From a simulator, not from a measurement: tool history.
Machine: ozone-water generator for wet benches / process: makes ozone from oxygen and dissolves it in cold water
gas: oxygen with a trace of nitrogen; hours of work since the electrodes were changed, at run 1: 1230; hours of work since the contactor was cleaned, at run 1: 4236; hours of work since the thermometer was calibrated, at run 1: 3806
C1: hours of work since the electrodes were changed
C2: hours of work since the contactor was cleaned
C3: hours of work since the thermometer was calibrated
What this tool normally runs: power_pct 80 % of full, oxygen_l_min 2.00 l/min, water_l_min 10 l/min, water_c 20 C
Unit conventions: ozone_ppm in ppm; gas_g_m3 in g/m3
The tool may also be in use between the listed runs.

Run 1, hour 0.0: usual settings; C1 1230; C2 4236; C3 3806. Result: ozone_ppm 19.5 ppm, gas_g_m3 218.9 g/m3.
Run 2, hour 49.9: usual settings; C1 1262; C2 4268; C3 3838. Result: ozone_ppm 19.4 ppm, gas_g_m3 221.0 g/m3.
Run 3, hour 82.0: usual settings; C1 1283; C2 4288; C3 3859. Result: ozone_ppm 19.6 ppm, gas_g_m3 222.8 g/m3.
Run 4, hour 124.8: usual settings; C1 1310; C2 4315; C3 3886. Result: ozone_ppm 19.9 ppm, gas_g_m3 220.5 g/m3.
Run 5, hour 156.9: usual settings but oxygen_l_min 2.69 l/min; C1 1330; C2 4336; C3 3906. Result: ozone_ppm 19.1 ppm, gas_g_m3 182.2 g/m3.
Run 6, hour 205.5: usual settings but oxygen_l_min 2.69 l/min; C1 1361; C2 4367; C3 3937. Result: ozone_ppm 19.2 ppm, gas_g_m3 182.9 g/m3.
Run 7, hour 254.7: usual settings but oxygen_l_min 2.25 l/min; C1 1393; C2 4398; C3 3969. Result: ozone_ppm 19.5 ppm, gas_g_m3 204.2 g/m3.
Run 8, hour 314.0: usual settings but power_pct 50 % of full, oxygen_l_min 2.02 l/min, water_c 15 C; C1 1431; C2 4436; C3 4007. Result: ozone_ppm 14.0 ppm, gas_g_m3 146.4 g/m3.
Run 9, hour 360.2: usual settings but power_pct 50 % of full, oxygen_l_min 1.62 l/min, water_l_min 7 l/min; C1 1460; C2 4466; C3 4036. Result: ozone_ppm 17.2 ppm, gas_g_m3 169.3 g/m3.
Run 10, hour 392.7: usual settings but power_pct 99 % of full, water_l_min 14 l/min, water_c 18 C; C1 1481; C2 4486; C3 4057. Result: ozone_ppm 18.6 ppm, gas_g_m3 267.9 g/m3.
Run 11, hour 445.7: usual settings but power_pct 74 % of full, oxygen_l_min 1.68 l/min; C1 1515; C2 4520; C3 4091. Result: ozone_ppm 18.4 ppm, gas_g_m3 231.9 g/m3.
Run 12, hour 490.6: usual settings but power_pct 93 % of full, oxygen_l_min 1.68 l/min, water_c 14 C; C1 1543; C2 4549; C3 4119. Result: ozone_ppm 24.0 ppm, gas_g_m3 283.1 g/m3.
Run 13, hour 547.6: usual settings; C1 1580; C2 4585; C3 4156. Result: ozone_ppm 19.6 ppm, gas_g_m3 224.3 g/m3.
Run 14, hour 582.6: usual settings but oxygen_l_min 1.22 l/min, water_c 13 C; C1 1602; C2 4607; C3 4178. Result: ozone_ppm 20.8 ppm, gas_g_m3 302.1 g/m3.

Below are 5 alternative next runs, each starting from the tool's condition after run 14. Predict each:
Run A, hour 613.3: usual settings but oxygen_l_min 1.89 l/min; C1 1622; C2 4627; C3 4198. Result: ozone_ppm ?, gas_g_m3 ?.
Run B, hour 613.3: usual settings but power_pct 98 % of full; C1 1622; C2 4627; C3 4198. Result: ozone_ppm ?, gas_g_m3 ?.
Run C, hour 613.3: usual settings but oxygen_l_min 1.36 l/min; C1 1622; C2 4627; C3 4198. Result: ozone_ppm ?, gas_g_m3 ?.
Run D, hour 613.3: usual settings but power_pct 54 % of full, oxygen_l_min 1.22 l/min, water_l_min 15 l/min, water_c 21 C; C1 1622; C2 4627; C3 4198. Result: ozone_ppm ?, gas_g_m3 ?.
Run E, hour 613.3: usual settings but oxygen_l_min 2.30 l/min, water_l_min 6 l/min, water_c 28 C; C1 1622; C2 4627; C3 4198. Result: ozone_ppm ?, gas_g_m3 ?.

run  ozone_ppm  gas_g_m3
  A       19.7     229.6
  B       23.3     262.6
  C       19.8     281.4
  D        9.6     219.1
  E       23.4     203.8
With no hidden state in the tool, these same runs would have given:
run  ozone_ppm  gas_g_m3
  A       19.7     229.7
  B       23.4     262.8
  C       19.8     281.6
  D        9.6     219.2
  E       23.4     204.0
